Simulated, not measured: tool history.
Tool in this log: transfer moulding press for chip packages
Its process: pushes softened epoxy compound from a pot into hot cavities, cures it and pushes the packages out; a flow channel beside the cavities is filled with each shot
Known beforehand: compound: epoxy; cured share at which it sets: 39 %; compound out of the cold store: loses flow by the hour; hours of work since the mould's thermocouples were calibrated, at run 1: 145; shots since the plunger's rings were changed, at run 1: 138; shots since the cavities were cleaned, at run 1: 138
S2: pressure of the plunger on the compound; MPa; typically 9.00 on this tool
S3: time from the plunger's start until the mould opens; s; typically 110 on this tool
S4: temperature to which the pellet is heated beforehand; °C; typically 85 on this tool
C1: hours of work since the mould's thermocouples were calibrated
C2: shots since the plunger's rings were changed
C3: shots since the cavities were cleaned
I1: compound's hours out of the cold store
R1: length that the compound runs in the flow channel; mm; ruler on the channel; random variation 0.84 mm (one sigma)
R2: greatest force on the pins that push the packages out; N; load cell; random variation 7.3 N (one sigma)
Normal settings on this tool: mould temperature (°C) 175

Run 1, hour 0.0: usual settings; C1 145; C2 138; C3 138; I1 26.2. Result: R1 574.2 mm, R2 394 N.
Run 2, hour 43.9: usual settings but S3 126 s; C1 163; C2 439; C3 439; I1 15.5. Result: R1 609.0 mm, R2 401 N.
Run 3, hour 70.7: usual settings but S3 126 s; C1 174; C2 623; C3 623; I1 33.6. Result: R1 550.3 mm, R2 410 N.
Run 4, hour 120.1: usual settings but S3 126 s; C1 195; C2 961; C3 961; I1 22.3. Result: R1 582.8 mm, R2 439 N.
At hour 128.9: cavities cleaned with cleaning compound and waxed.
Run 5, hour 163.1: usual settings but S3 117 s; C1 212; C2 1245; C3 234; I1 32.8. Result: R1 549.0 mm, R2 557 N.
Run 6, hour 190.5: usual settings but S3 117 s; C1 223; C2 1433; C3 422; I1 38.9. Result: R1 531.8 mm, R2 523 N.
Run 7, hour 238.3: usual settings but S3 117 s; C1 243; C2 1761; C3 750; I1 24.4. Result: R1 572.7 mm, R2 534 N.
Run 8, hour 263.7: usual settings but mould temperature (°C) 167; C1 253; C2 1935; C3 924; I1 42.0. Result: R1 534.3 mm, R2 961 N.
At hour 278.0: cavities cleaned with cleaning compound and waxed.
Run 9, hour 291.4: usual settings; C1 264; C2 2115; C3 92; I1 25.2. Result: R1 567.3 mm, R2 370 N.
At hour 304.1: cavities cleaned with cleaning compound and waxed, once more.
Run 10, hour 320.8: usual settings but mould temperature (°C) 179; C1 276; C2 2305; C3 114; I1 42.5. Result: R1 512.0 mm, R2 299 N.
Run 11, hour 353.5: usual settings but mould temperature (°C) 179; C1 289; C2 2530; C3 339; I1 35.0. Result: R1 530.6 mm, R2 381 N.
Run 12, hour 395.3: usual settings but S2 9.82 MPa; C1 307; C2 2816; C3 625; I1 47.2. Result: R1 525.0 mm, R2 488 N.
Run 13, hour 429.5: usual settings but S3 104 s; C1 321; C2 3050; C3 859; I1 33.7. Result: R1 540.1 mm, R2 589 N.
At hour 453.7: cavities cleaned with cleaning compound and waxed.
Run 14, hour 475.0: usual settings but S3 104 s; C1 339; C2 3352; C3 146; I1 25.8. Result: R1 560.5 mm, R2 428 N.
Run 15, hour 497.1: usual settings but S3 104 s; C1 348; C2 3503; C3 297; I1 9.3. Result: R1 613.9 mm, R2 515 N.
Run 16, hour 521.4: usual settings but mould temperature (°C) 171, S3 140 s, S4 90 °C; C1 358; C2 3670; C3 464; I1 35.1. Result: R1 539.7 mm, R2 399 N.
At hour 540.5: plunger's sealing rings changed.
Run 17, hour 545.5: usual settings but mould temperature (°C) 177, S2 7.92 MPa, S3 135 s, S4 95 °C; C1 367; C2 33; C3 611; I1 41.1. Result: R1 492.8 mm, R2 350 N.
Run 18, hour 582.7: usual settings but mould temperature (°C) 177, S2 7.92 MPa, S3 135 s, S4 86 °C; C1 383; C2 289; C3 867; I1 9.3. Result: R1 586.3 mm, R2 403 N.
At hour 605.1: cavities cleaned with cleaning compound and waxed.
Run 19, hour 615.7: usual settings but mould temperature (°C) 177, S2 7.92 MPa, S3 135 s, S4 86 °C; C1 396; C2 504; C3 72; I1 19.2. Result: R1 552.8 mm, R2 273 N.
Run 20, hour 664.8: usual settings but S3 149 s, S4 86 °C; C1 416; C2 841; C3 409; I1 19.9. Result: R1 590.3 mm, R2 341 N.
Run 21, hour 695.8: usual settings but S3 139 s, S4 88 °C; C1 429; C2 1053; C3 621; I1 18.1. Result: R1 595.2 mm, R2 391 N.
Run 22, hour 715.9: usual settings but S2 10.47 MPa, S3 139 s, S4 81 °C; C1 437; C2 1191; C3 759; I1 26.4. Result: R1 612.8 mm, R2 394 N.
At hour 754.8: cavities cleaned with cleaning compound and waxed.
Run 23, hour 760.0: usual settings but mould temperature (°C) 182, S2 10.47 MPa, S3 145 s, S4 90 °C; C1 455; C2 1483; C3 36; I1 46.9. Result: R1 537.8 mm, R2 217 N.
Run 24, hour 804.9: usual settings but mould temperature (°C) 182, S2 10.47 MPa, S3 145 s, S4 90 °C; C1 473; C2 1791; C3 344; I1 46.2. Result: R1 539.0 mm, R2 313 N.
Run 25, hour 849.1: usual settings but mould temperature (°C) 182, S2 7.97 MPa, S3 145 s, S4 77 °C; C1 492; C2 2093; C3 646; I1 9.7. Result: R1 570.6 mm, R2 370 N.
Run 26, hour 887.2: usual settings but mould temperature (°C) 168, S2 6.85 MPa, S3 93 s, S4 82 °C; C1 507; C2 2354; C3 907; I1 27.9. Result: R1 498.0 mm, R2 1217 N.

Below, some changes in R1 between adjacent runs. For each, the amount present without the hidden state too (settings, incoming material, random variation) and the amount remaining for the hidden state with gauge scatter not shared by both compared results:
Hidden state at play: true mould temperature over the reading, C; pressure that reaches the compound, % of what is set; grip of the stained cavities, % over clean ones'; drift of the gauge itself on flow_mm, %; drift of the gauge itself on push_out_n, %.
Run 14 -> 15: settings left as they were, no log entry in between. R1 +53.4 mm: hidden state -2.4, all else +55.8.
Run 16 -> 17: mould temperature (°C) 171 -> 177, S2 9.00 -> 7.92, S3 140 -> 135, S4 90 -> 95, plunger's sealing rings changed. R1 -46.9 mm: hidden state +15.5, all else -62.4.
Run 17 -> 18: S4 95 -> 86. R1 +93.5 mm: hidden state -1.5, all else +95.0.
Run 22 -> 23: mould temperature (°C) 175 -> 182, S3 139 -> 145, S4 81 -> 90, cavities cleaned with cleaning compound and waxed. R1 -75.0 mm: hidden state +0.0, all else -75.0.
